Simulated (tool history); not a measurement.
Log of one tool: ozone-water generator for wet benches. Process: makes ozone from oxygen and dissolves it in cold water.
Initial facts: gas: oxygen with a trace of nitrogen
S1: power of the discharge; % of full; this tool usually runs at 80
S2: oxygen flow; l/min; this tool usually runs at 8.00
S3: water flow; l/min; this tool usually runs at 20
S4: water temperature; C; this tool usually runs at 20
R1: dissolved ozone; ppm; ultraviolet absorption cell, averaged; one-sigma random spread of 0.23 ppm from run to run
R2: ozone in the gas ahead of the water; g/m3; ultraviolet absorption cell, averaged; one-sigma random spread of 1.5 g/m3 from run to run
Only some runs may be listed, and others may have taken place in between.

Run 1, day 0.000: usual settings. Result: R1 32.5 ppm, R2 267.9 g/m3.
Run 2, day 0.700: usual settings but S2 10.07 l/min. Result: R1 32.8 ppm, R2 247.8 g/m3.
Run 3, day 1.383: usual settings but S2 10.07 l/min. Result: R1 32.7 ppm, R2 246.3 g/m3.
Run 4, day 2.371: usual settings but S2 10.07 l/min. Result: R1 32.9 ppm, R2 247.2 g/m3.
Run 5, day 3.271: usual settings but S1 95 % of full. Result: R1 36.8 ppm, R2 300.3 g/m3.
Run 6, day 3.979: usual settings but S4 15 C. Result: R1 35.0 ppm, R2 267.9 g/m3.
Run 7, day 5.396: usual settings but S4 15 C. Result: R1 35.2 ppm, R2 266.0 g/m3.
Run 8, day 6.908: usual settings but S4 15 C. Result: R1 35.0 ppm, R2 266.1 g/m3.
Run 9, day 8.146: usual settings but S4 15 C. Result: R1 35.0 ppm, R2 265.1 g/m3.
Run 10, day 8.904: usual settings but S4 15 C. Result: R1 34.6 ppm, R2 263.7 g/m3.
Run 11, day 10.379: usual settings but S4 22 C. Result: R1 30.7 ppm, R2 261.9 g/m3.
Run 12, day 11.512: usual settings but S4 22 C. Result: R1 31.0 ppm, R2 262.8 g/m3.
Run 13, day 12.750: usual settings but S4 22 C. Result: R1 30.5 ppm, R2 265.6 g/m3.
Run 14, day 13.608: usual settings but S2 12.73 l/min. Result: R1 32.4 ppm, R2 223.7 g/m3.
Run 15, day 14.233: usual settings but S1 55 % of full, S3 24 l/min. Result: R1 21.0 ppm, R2 199.5 g/m3.
Run 16, day 15.479: usual settings but S1 73 % of full, S2 4.18 l/min, S3 24 l/min, S4 21 C. Result: R1 22.2 ppm, R2 305.7 g/m3.
Run 17, day 16.433: usual settings but S3 30 l/min, S4 17 C. Result: R1 23.8 ppm, R2 259.0 g/m3.
Run 18, day 17.329: usual settings but S1 44 % of full, S3 12 l/min, S4 12 C. Result: R1 33.3 ppm, R2 169.5 g/m3.
Run 19, day 18.275: usual settings but S1 87 % of full, S4 12 C. Result: R1 38.4 ppm, R2 278.0 g/m3.
Run 20, day 18.946: usual settings but S1 87 % of full, S4 12 C. Result: R1 38.0 ppm, R2 277.8 g/m3.
Run 21, day 19.721: usual settings but S1 87 % of full, S4 12 C. Result: R1 37.8 ppm, R2 275.4 g/m3.
Run 22, day 20.796: usual settings but S1 67 % of full, S4 25 C. Result: R1 25.0 ppm, R2 229.9 g/m3.
Run 23, day 22.133: usual settings but S1 54 % of full, S2 4.88 l/min. Result: R1 21.9 ppm, R2 234.0 g/m3.
Run 24, day 23.212: usual settings but S1 54 % of full, S2 4.88 l/min. Result: R1 21.8 ppm, R2 231.5 g/m3.
Run 25, day 23.946: usual settings but S1 54 % of full, S2 11.55 l/min. Result: R1 24.0 ppm, R2 170.9 g/m3.
Run 26, day 25.183: usual settings but S1 61 % of full, S2 6.98 l/min, S3 15 l/min, S4 14 C. Result: R1 34.4 ppm, R2 224.4 g/m3.

Some steps in R1, run to run, broken into two amounts with sign: the step expected even without the hidden condition (settings, incoming material, random variation), and the rest, left for the hidden condition together with whatever gauge scatter is not in both the measured and the hidden-condition-free result:
The hidden state here: yield of the discharge, % of new electrodes'; contactor's efficiency, % of a clean one's; true water temperature over the reading, C; drift of the gauge itself on ozone_ppm, %; drift of the gauge itself on gas_g_m3, %.
Run 14 -> 15: S1 80 -> 55, S2 12.73 -> 8.00, S3 20 -> 24. R1 -11.4 ppm: hidden state +1.1, all else -12.5.
Run 18 -> 19: S1 44 -> 87, S3 12 -> 20. R1 +5.1 ppm: hidden state -1.4, all else +6.5.
Run 21 -> 22: S1 87 -> 67, S4 12 -> 25. R1 -12.8 ppm: hidden state +1.2, all else -14.0.

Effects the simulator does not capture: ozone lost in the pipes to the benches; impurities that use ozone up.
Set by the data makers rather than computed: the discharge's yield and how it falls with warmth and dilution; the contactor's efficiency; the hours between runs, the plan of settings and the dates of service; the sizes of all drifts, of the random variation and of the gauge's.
